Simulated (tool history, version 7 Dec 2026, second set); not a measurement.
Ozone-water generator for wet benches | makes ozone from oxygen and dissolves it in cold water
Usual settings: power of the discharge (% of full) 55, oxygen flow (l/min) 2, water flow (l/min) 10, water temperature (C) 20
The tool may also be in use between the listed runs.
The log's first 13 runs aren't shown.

run	hour	power of the discharge (% of full)	oxygen flow (l/min)	water flow (l/min)	water temperature (C)	dissolved ozone (ppm)	ozone in the gas ahead of the water (g/m3)
14	1794.5	55	2	11	20	6.6	114.7
15	1908.4	55	2	15	20	4.8	114.5
16	2108.4	55	2	15	20	4.9	113.1
17	2203.7	55	2.24	10	20	7.1	105.9
18	2316.6	46	1.84	10	20	6.5	110
19	2469.2	84	1.24	10	20	8.5	180.7
20	2628.5	55	2	9	19	7.8	111.4
# hour 2769.2: contactor cleaned
21	2788.6	55	2	7	19	9.2	110.7
22	2946	55	2.36	7	26	7.5	101.3
23	3058.2	55	2.36	7	26	7.8	100.2
# hour 3154.7: water thermometer calibrated
24	3161.2	53	2.36	7	26	7.6	98.7
25	3346.5	53	2.36	7	26	7.5	96.9
# hour 3432.8: contactor cleaned, once more
26	3432.8	53	2.36	13	26	5.2	96.5
27	3623.6	55	1.34	9	20	7.9	139.3
28	3751.8	96	2.45	13	20	7.4	121.8

Run 29 comes next. What will it give?
29	3876.5	55	2.18	13	20	?	?

{"run 29": {"dissolved ozone (ppm)": 5.7, "ozone in the gas ahead of the water (g/m3)": 102.7}}
Without the tool's hidden state the same run would have given dissolved ozone (ppm) 7.9, ozone in the gas ahead of the water (g/m3) 139.9.
